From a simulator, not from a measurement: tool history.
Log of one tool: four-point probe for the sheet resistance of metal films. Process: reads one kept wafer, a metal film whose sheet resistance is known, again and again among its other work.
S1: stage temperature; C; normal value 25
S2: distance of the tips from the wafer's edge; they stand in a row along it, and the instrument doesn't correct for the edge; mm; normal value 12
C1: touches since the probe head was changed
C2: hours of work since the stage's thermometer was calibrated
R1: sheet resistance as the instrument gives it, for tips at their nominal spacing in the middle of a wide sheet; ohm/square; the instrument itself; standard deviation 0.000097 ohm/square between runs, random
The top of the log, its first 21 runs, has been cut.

| run | hour | S1 | S2 | C1 | C2 | R1 |
|---|---|---|---|---|---|---|
| 22 | 1526.9 | 25 | 10 | 150144 | 1421 | 0.483110 |
| 23 | 1572.4 | 19 | 12 | 152414 | 1448 | 0.484954 |
| 24 | 1633.1 | 20 | 12 | 155450 | 1484 | 0.484551 |
| 25 | 1700.4 | 20 | 5 | 158810 | 1524 | 0.488123 |
| 26 | 1787.6 | 20 | 5 | 163170 | 1576 | 0.488267 |
|  | 1813.5 | stage's thermometer calibrated |
| 27 | 1857.7 | 20 | 5 | 166647 | 26 | 0.488076 |
| 28 | 1905.4 | 25 | 9 | 169031 | 55 | 0.483217 |
| 29 | 1963.1 | 35 | 13 | 171911 | 89 | 0.479020 |
| 30 | 2065.2 | 22 | 34 | 177012 | 150 | 0.483215 |
| 31 | 2108.2 | 29 | 21 | 179164 | 175 | 0.480710 |
| 32 | 2173.5 | 33 | 10 | 182425 | 214 | 0.480020 |
| 33 | 2245.4 | 35 | 12 | 186018 | 257 | 0.479041 |

Run 34 comes next. What will it give?
| 34 | 2320.5 | 31 | 12 | 189768 | 302 | ? |

R1: 0.480571 ohm/square
If the tool had no hidden condition, the same run with the same run-to-run variation would have returned R1 0.480508 ohm/square.
